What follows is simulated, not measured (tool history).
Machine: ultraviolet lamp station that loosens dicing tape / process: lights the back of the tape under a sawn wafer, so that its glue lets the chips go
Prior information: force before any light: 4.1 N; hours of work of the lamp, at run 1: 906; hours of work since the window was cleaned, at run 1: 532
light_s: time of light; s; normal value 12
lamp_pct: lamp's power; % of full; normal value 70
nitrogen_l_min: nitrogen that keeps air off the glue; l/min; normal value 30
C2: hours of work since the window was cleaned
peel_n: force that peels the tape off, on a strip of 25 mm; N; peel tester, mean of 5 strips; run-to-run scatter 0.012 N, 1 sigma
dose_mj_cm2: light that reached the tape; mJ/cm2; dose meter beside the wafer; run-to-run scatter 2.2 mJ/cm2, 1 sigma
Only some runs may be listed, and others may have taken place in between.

{"run": 1, "hour": 0.0, "light_s": 12, "lamp_pct": 70, "nitrogen_l_min": 30, "hours of work of the lamp": 906, "C2": 532, "peel_n": 0.534, "dose_mj_cm2": 203}
{"run": 2, "hour": 23.3, "light_s": 12, "lamp_pct": 70, "nitrogen_l_min": 11, "hours of work of the lamp": 922, "C2": 549, "peel_n": 0.913, "dose_mj_cm2": 207}
{"run": 3, "hour": 42.6, "light_s": 12, "lamp_pct": 70, "nitrogen_l_min": 11, "hours of work of the lamp": 936, "C2": 563, "peel_n": 0.9, "dose_mj_cm2": 202}
{"run": 4, "hour": 80.9, "light_s": 12, "lamp_pct": 70, "nitrogen_l_min": 11, "hours of work of the lamp": 963, "C2": 590, "peel_n": 0.919, "dose_mj_cm2": 205}
{"run": 5, "hour": 103.9, "light_s": 12, "lamp_pct": 70, "nitrogen_l_min": 33, "hours of work of the lamp": 979, "C2": 606, "peel_n": 0.527, "dose_mj_cm2": 205}
{"run": 6, "hour": 121.1, "light_s": 12, "lamp_pct": 70, "nitrogen_l_min": 27, "hours of work of the lamp": 991, "C2": 618, "peel_n": 0.583, "dose_mj_cm2": 204}
{"run": 7, "hour": 160.1, "light_s": 12, "lamp_pct": 70, "nitrogen_l_min": 30, "hours of work of the lamp": 1019, "C2": 646, "peel_n": 0.537, "dose_mj_cm2": 205}
{"run": 8, "hour": 177.9, "light_s": 12, "lamp_pct": 70, "nitrogen_l_min": 30, "hours of work of the lamp": 1032, "C2": 659, "peel_n": 0.554, "dose_mj_cm2": 202}
{"run": 9, "hour": 208.7, "light_s": 12, "lamp_pct": 70, "nitrogen_l_min": 30, "hours of work of the lamp": 1054, "C2": 681, "peel_n": 0.545, "dose_mj_cm2": 202}
{"hour": 215.3, "done": "window cleaned of glue's vapour"}
{"run": 10, "hour": 235.9, "light_s": 12, "lamp_pct": 61, "nitrogen_l_min": 30, "hours of work of the lamp": 1073, "C2": 15, "peel_n": 0.679, "dose_mj_cm2": 179}
{"run": 11, "hour": 256.7, "light_s": 12, "lamp_pct": 61, "nitrogen_l_min": 30, "hours of work of the lamp": 1087, "C2": 29, "peel_n": 0.694, "dose_mj_cm2": 177}
{"run": 12, "hour": 290.4, "light_s": 12, "lamp_pct": 61, "nitrogen_l_min": 30, "hours of work of the lamp": 1111, "C2": 53, "peel_n": 0.677, "dose_mj_cm2": 176}
{"run": 13, "hour": 313.2, "light_s": 12, "lamp_pct": 61, "nitrogen_l_min": 30, "hours of work of the lamp": 1127, "C2": 69, "peel_n": 0.66, "dose_mj_cm2": 179}
{"run": 14, "hour": 336.8, "light_s": 12, "lamp_pct": 61, "nitrogen_l_min": 30, "hours of work of the lamp": 1144, "C2": 86, "peel_n": 0.673, "dose_mj_cm2": 177}
{"run": 15, "hour": 353.7, "light_s": 12, "lamp_pct": 61, "nitrogen_l_min": 30, "hours of work of the lamp": 1156, "C2": 98, "peel_n": 0.671, "dose_mj_cm2": 182}
{"run": 16, "hour": 370.2, "light_s": 12, "lamp_pct": 70, "nitrogen_l_min": 30, "hours of work of the lamp": 1168, "C2": 110, "peel_n": 0.55, "dose_mj_cm2": 207}
{"run": 17, "hour": 404.6, "light_s": 12, "lamp_pct": 70, "nitrogen_l_min": 30, "hours of work of the lamp": 1192, "C2": 134, "peel_n": 0.54, "dose_mj_cm2": 207}
{"run": 18, "hour": 433.9, "light_s": 12, "lamp_pct": 78, "nitrogen_l_min": 30, "hours of work of the lamp": 1213, "C2": 155, "peel_n": 0.45, "dose_mj_cm2": 226}
{"run": 19, "hour": 463.3, "light_s": 12, "lamp_pct": 70, "nitrogen_l_min": 30, "hours of work of the lamp": 1234, "C2": 176, "peel_n": 0.542, "dose_mj_cm2": 206}
{"run": 20, "hour": 482.9, "light_s": 12, "lamp_pct": 89, "nitrogen_l_min": 30, "hours of work of the lamp": 1248, "C2": 190, "peel_n": 0.353, "dose_mj_cm2": 260}
{"run": 21, "hour": 504.3, "light_s": 12, "lamp_pct": 70, "nitrogen_l_min": 22, "hours of work of the lamp": 1263, "C2": 205, "peel_n": 0.634, "dose_mj_cm2": 205}
{"run": 22, "hour": 539.3, "light_s": 12, "lamp_pct": 70, "nitrogen_l_min": 22, "hours of work of the lamp": 1288, "C2": 230, "peel_n": 0.629, "dose_mj_cm2": 199}
{"run": 23, "hour": 576.8, "light_s": 12, "lamp_pct": 70, "nitrogen_l_min": 22, "hours of work of the lamp": 1315, "C2": 257, "peel_n": 0.636, "dose_mj_cm2": 207}
{"run": 24, "hour": 596.9, "light_s": 12, "lamp_pct": 70, "nitrogen_l_min": 12, "hours of work of the lamp": 1329, "C2": 271, "peel_n": 0.849, "dose_mj_cm2": 202}
{"run": 25, "hour": 626.0, "light_s": 7, "lamp_pct": 71, "nitrogen_l_min": 12, "hours of work of the lamp": 1350, "C2": 292, "peel_n": 1.585, "dose_mj_cm2": 120}
{"run": 26, "hour": 663.4, "light_s": 7, "lamp_pct": 71, "nitrogen_l_min": 12, "hours of work of the lamp": 1376, "C2": 318, "peel_n": 1.636, "dose_mj_cm2": 118}
{"run": 27, "hour": 685.3, "light_s": 14, "lamp_pct": 85, "nitrogen_l_min": 30, "hours of work of the lamp": 1392, "C2": 334, "peel_n": 0.285, "dose_mj_cm2": 287}
{"run": 28, "hour": 712.1, "light_s": 10, "lamp_pct": 61, "nitrogen_l_min": 31, "hours of work of the lamp": 1411, "C2": 353, "peel_n": 0.901, "dose_mj_cm2": 146}
{"run": 29, "hour": 734.4, "light_s": 12, "lamp_pct": 100, "nitrogen_l_min": 44, "hours of work of the lamp": 1426, "C2": 368, "peel_n": 0.235, "dose_mj_cm2": 291}
{"run": 30, "hour": 751.9, "light_s": 16, "lamp_pct": 70, "nitrogen_l_min": 37, "hours of work of the lamp": 1439, "C2": 381, "peel_n": 0.302, "dose_mj_cm2": 274}
{"run": 31, "hour": 786.3, "light_s": 12, "lamp_pct": 94, "nitrogen_l_min": 25, "hours of work of the lamp": 1463, "C2": 405, "peel_n": 0.338, "dose_mj_cm2": 277}
{"run": 32, "hour": 814.2, "light_s": 12, "lamp_pct": 94, "nitrogen_l_min": 25, "hours of work of the lamp": 1483, "C2": 425, "peel_n": 0.364, "dose_mj_cm2": 271}
{"run": 33, "hour": 832.9, "light_s": 12, "lamp_pct": 94, "nitrogen_l_min": 25, "hours of work of the lamp": 1496, "C2": 438, "peel_n": 0.345, "dose_mj_cm2": 273}
{"run": 34, "hour": 851.0, "light_s": 12, "lamp_pct": 94, "nitrogen_l_min": 25, "hours of work of the lamp": 1509, "C2": 451, "peel_n": 0.352, "dose_mj_cm2": 272}
{"run": 35, "hour": 874.7, "light_s": 7, "lamp_pct": 69, "nitrogen_l_min": 25, "hours of work of the lamp": 1526, "C2": 468, "peel_n": 1.273, "dose_mj_cm2": 115}
{"run": 36, "hour": 906.9, "light_s": 7, "lamp_pct": 69, "nitrogen_l_min": 25, "hours of work of the lamp": 1549, "C2": 491, "peel_n": 1.331, "dose_mj_cm2": 116}
{"run": 37, "hour": 928.2, "light_s": 12, "lamp_pct": 77, "nitrogen_l_min": 47, "hours of work of the lamp": 1564, "C2": 506, "peel_n": 0.371, "dose_mj_cm2": 222}
{"run": 38, "hour": 956.2, "light_s": 12, "lamp_pct": 77, "nitrogen_l_min": 47, "hours of work of the lamp": 1584, "C2": 526, "peel_n": 0.385, "dose_mj_cm2": 226}
{"run": 39, "hour": 990.1, "light_s": 12, "lamp_pct": 83, "nitrogen_l_min": 9, "hours of work of the lamp": 1608, "C2": 550, "peel_n": 0.787, "dose_mj_cm2": 242}
{"run": 40, "hour": 1026.0, "light_s": 12, "lamp_pct": 70, "nitrogen_l_min": 42, "hours of work of the lamp": 1633, "C2": 575, "peel_n": 0.468, "dose_mj_cm2": 204}
{"run": 41, "hour": 1059.5, "light_s": 6, "lamp_pct": 70, "nitrogen_l_min": 10, "hours of work of the lamp": 1657, "C2": 599, "peel_n": 1.881, "dose_mj_cm2": 105}
{"run": 42, "hour": 1097.3, "light_s": 12, "lamp_pct": 81, "nitrogen_l_min": 11, "hours of work of the lamp": 1684, "C2": 626, "peel_n": 0.769, "dose_mj_cm2": 236}
{"run": 43, "hour": 1123.6, "light_s": 9, "lamp_pct": 87, "nitrogen_l_min": 18, "hours of work of the lamp": 1703, "C2": 645, "peel_n": 0.796, "dose_mj_cm2": 191}
{"run": 44, "hour": 1148.5, "light_s": 9, "lamp_pct": 87, "nitrogen_l_min": 18, "hours of work of the lamp": 1720, "C2": 662, "peel_n": 0.796, "dose_mj_cm2": 193}

For each entry between runs, how does the tool's hidden state at the last listed run before it compare with that at the first listed run after it?
In the gap between runs 9 and 10: window cleaned of glue's vapour (hour 215.3)
  light that the window lets through, % of a clean one's: 99.7 -> 100

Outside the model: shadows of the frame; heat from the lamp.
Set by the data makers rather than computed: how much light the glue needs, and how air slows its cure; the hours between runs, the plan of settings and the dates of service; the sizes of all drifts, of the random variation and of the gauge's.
